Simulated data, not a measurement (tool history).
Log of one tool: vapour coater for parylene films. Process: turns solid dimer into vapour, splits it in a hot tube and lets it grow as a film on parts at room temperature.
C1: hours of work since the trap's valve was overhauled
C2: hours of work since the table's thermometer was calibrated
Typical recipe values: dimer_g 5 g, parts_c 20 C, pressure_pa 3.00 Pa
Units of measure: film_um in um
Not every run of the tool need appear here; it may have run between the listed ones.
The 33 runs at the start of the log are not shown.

run 34 day=17.846 | dimer_g=8 parts_c=21 pressure_pa=3.01 | C1=242 C2=650 | film_um=2.750
run 35 day=18.379 | dimer_g=3 parts_c=28 pressure_pa=6.22 | C1=253 C2=661 | film_um=0.694
run 36 day=18.758 | dimer_g=3 parts_c=28 pressure_pa=6.22 | C1=261 C2=669 | film_um=0.692
run 37 day=19.417 | dimer_g=3 parts_c=19 pressure_pa=3.00 | C1=275 C2=683 | film_um=1.090
run 38 day=19.846 | dimer_g=5 parts_c=29 pressure_pa=3.00 | C1=284 C2=692 | film_um=1.278
run 39 day=20.529 | dimer_g=5 parts_c=29 pressure_pa=3.00 | C1=299 C2=707 | film_um=1.286
run 40 day=21.112 | dimer_g=3 parts_c=14 pressure_pa=4.93 | C1=311 C2=719 | film_um=1.170
run 41 day=21.954 | dimer_g=8 parts_c=20 pressure_pa=8.48 | C1=329 C2=737 | film_um=2.252
-- day=22.333 trap's valve overhauled
run 42 day=22.708 | dimer_g=8 parts_c=20 pressure_pa=8.48 | C1=8 C2=749 | film_um=2.351
run 43 day=23.458 | dimer_g=6 parts_c=14 pressure_pa=3.00 | C1=24 C2=765 | film_um=2.641
run 44 day=23.812 | dimer_g=6 parts_c=14 pressure_pa=3.00 | C1=31 C2=773 | film_um=2.623
run 45 day=24.233 | dimer_g=3 parts_c=19 pressure_pa=9.02 | C1=40 C2=782 | film_um=0.898
run 46 day=24.900 | dimer_g=5 parts_c=20 pressure_pa=2.99 | C1=54 C2=796 | film_um=1.813

Predict each of these 4 candidate next runs independently; none follows another, all start after run 46:
run A day=25.558 | dimer_g=4 parts_c=31 pressure_pa=2.96 | C1=68 C2=810 | film_um=?
run B day=25.558 | dimer_g=6 parts_c=12 pressure_pa=10.49 | C1=68 C2=810 | film_um=?
run C day=25.558 | dimer_g=6 parts_c=16 pressure_pa=9.75 | C1=68 C2=810 | film_um=?
run D day=25.558 | dimer_g=7 parts_c=20 pressure_pa=3.00 | C1=68 C2=810 | film_um=?

run=A film_um=0.987
run=B film_um=2.181
run=C film_um=1.932
run=D film_um=2.531
Had the tool no hidden state, the same runs would have come out as:
run=A film_um=1.014
run=B film_um=2.241
run=C film_um=1.985
run=D film_um=2.599
